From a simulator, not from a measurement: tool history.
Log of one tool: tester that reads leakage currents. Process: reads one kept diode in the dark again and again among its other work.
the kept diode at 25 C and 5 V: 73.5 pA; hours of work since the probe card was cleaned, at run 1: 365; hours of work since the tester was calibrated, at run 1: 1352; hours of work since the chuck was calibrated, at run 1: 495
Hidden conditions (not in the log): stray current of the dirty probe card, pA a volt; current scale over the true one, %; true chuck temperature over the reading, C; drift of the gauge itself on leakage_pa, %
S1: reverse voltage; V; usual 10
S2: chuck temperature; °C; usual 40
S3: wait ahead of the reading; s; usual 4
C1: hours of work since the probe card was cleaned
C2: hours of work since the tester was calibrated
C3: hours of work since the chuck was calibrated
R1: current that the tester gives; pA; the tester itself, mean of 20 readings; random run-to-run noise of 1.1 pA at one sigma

run 1 hour=0 | S1=10 S2=40 S3=4 | C1=365 C2=1352 C3=495 | R1=376.27
run 2 hour=122 | S1=10 S2=40 S3=4 | C1=432 C2=1419 C3=562 | R1=378.27
run 3 hour=286.9 | S1=10 S2=40 S3=4 | C1=522 C2=1509 C3=652 | R1=380.98
run 4 hour=406.6 | S1=10 S2=49 S3=4 | C1=588 C2=1575 C3=718 | R1=767.18
-- hour=463.9 chuck's temperature calibrated
run 5 hour=511.4 | S1=10 S2=49 S3=4 | C1=644 C2=1632 C3=26 | R1=728.39
run 6 hour=620.9 | S1=10 S2=49 S3=4 | C1=705 C2=1692 C3=86 | R1=734.93
run 7 hour=745.3 | S1=10 S2=52 S3=4 | C1=773 C2=1760 C3=155 | R1=916.23
run 8 hour=950.7 | S1=10 S2=40 S3=4 | C1=886 C2=1873 C3=268 | R1=370.82
run 9 hour=1048.7 | S1=10 S2=40 S3=4 | C1=940 C2=1927 C3=321 | R1=372.1
run 10 hour=1260.1 | S1=10 S2=40 S3=4 | C1=1056 C2=2043 C3=438 | R1=376.72
run 11 hour=1428.9 | S1=10 S2=40 S3=4 | C1=1149 C2=2136 C3=530 | R1=379.57
run 12 hour=1656.8 | S1=10 S2=40 S3=4 | C1=1274 C2=2261 C3=656 | R1=385.67
run 13 hour=1802.8 | S1=10 S2=40 S3=4 | C1=1354 C2=2341 C3=736 | R1=387.26
-- hour=1836.8 chuck's temperature calibrated
run 14 hour=1914.4 | S1=10 S2=40 S3=4 | C1=1414 C2=2401 C3=43 | R1=382.95
run 15 hour=2026 | S1=10 S2=40 S3=4 | C1=1476 C2=2463 C3=104 | R1=384.16
run 16 hour=2160.1 | S1=10 S2=40 S3=4 | C1=1549 C2=2536 C3=178 | R1=388.25
run 17 hour=2321.7 | S1=10 S2=40 S3=4 | C1=1638 C2=2625 C3=266 | R1=389.87
run 18 hour=2469.1 | S1=4.8 S2=40 S3=4 | C1=1719 C2=2706 C3=347 | R1=275.71
run 19 hour=2708.6 | S1=4.8 S2=37 S3=4 | C1=1851 C2=2838 C3=479 | R1=219.43
run 20 hour=2939.1 | S1=4.8 S2=37 S3=4 | C1=1978 C2=2965 C3=606 | R1=222.46
run 21 hour=3044.5 | S1=10 S2=40 S3=2.11 | C1=2035 C2=3022 C3=664 | R1=402.11
run 22 hour=3140.9 | S1=10 S2=40 S3=9.04 | C1=2088 C2=3075 C3=717 | R1=404.55
-- hour=3197 chuck's temperature calibrated
run 23 hour=3324.5 | S1=14 S2=49 S3=0.53 | C1=2188 C2=3175 C3=70 | R1=896.68
run 24 hour=3461.1 | S1=10.8 S2=21 S3=2.81 | C1=2263 C2=3250 C3=145 | R1=102.12
run 25 hour=3603.7 | S1=10.8 S2=21 S3=2.81 | C1=2342 C2=3329 C3=223 | R1=104.06
run 26 hour=3740.6 | S1=2.2 S2=29 S3=4 | C1=2417 C2=3404 C3=299 | R1=78.89
run 27 hour=3881.9 | S1=10 S2=33 S3=4 | C1=2495 C2=3482 C3=376 | R1=235.43
-- hour=3902.4 probe card cleaned and baked
run 28 hour=3993.3 | S1=10 S2=33 S3=4 | C1=50 C2=3541 C3=436 | R1=208.33
run 29 hour=4185.1 | S1=1.1 S2=33 S3=5.31 | C1=155 C2=3647 C3=541 | R1=76.36
run 30 hour=4314.1 | S1=12.8 S2=31 S3=9.64 | C1=226 C2=3717 C3=612 | R1=201.94

Estimate the outcome of run 31 from the log above:
run 31 hour=4450.6 | S1=18.7 S2=37 S3=0.63 | C1=301 C2=3792 C3=687 | R1=?

Run 31 produced R1 409.81 pA.
Minus the tool's unlogged condition, the same run would have read R1 387.62 pA.
